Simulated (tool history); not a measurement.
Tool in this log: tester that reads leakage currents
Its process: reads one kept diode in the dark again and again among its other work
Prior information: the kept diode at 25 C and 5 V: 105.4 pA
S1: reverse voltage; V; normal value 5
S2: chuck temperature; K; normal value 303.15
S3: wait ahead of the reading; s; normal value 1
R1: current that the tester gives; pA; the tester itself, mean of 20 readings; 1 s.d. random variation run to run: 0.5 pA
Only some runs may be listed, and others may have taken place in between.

run    hour    S1      S2    S3       R1
  1       0     5  303.15     1   166.57
      150.3  -- probe card cleaned and baked
  2   166.7     5  303.15     1   166.46
  3   348.9     5  303.15     1   166.83
  4   517.2     5  303.15     1   166.39
  5   657.6     5  303.15     1   167.56
  6   820.9     5  303.15     1   167.12
  7     991     5  303.15     1   166.05
  8  1262.7  4.34  303.15     1   155.72
     1348.8  -- chuck's temperature calibrated
  9    1402     5  298.15     1   107.42
 10  1677.5     5  303.15     1   166.72
 11    1812     5  299.15     1   116.96
 12    2052     5  299.15     1   117.12
 13  2294.4     5  328.15     1   1291.9
 14  2411.4     5  328.15     1  1284.35
 15  2653.4     5  328.15     1  1285.25
     2842.3  -- chuck's temperature calibrated
 16    2889     5  328.15     1  1287.24
 17  3000.7     5  303.15     1   168.17
 18  3176.9     5  303.15     1   167.48
 19  3356.8     5  303.15     1      167
 20  3519.9     5  303.15  0.31    169.6
 21  3743.3     5  309.15  0.36   282.71

Expected results for the next run?
 22  4001   5  297.15  0.41   ?

Run 22 yielded R1 99.58 pA.
The same run, on a tool lacking any hidden state, would have yielded R1 99.49 pA.
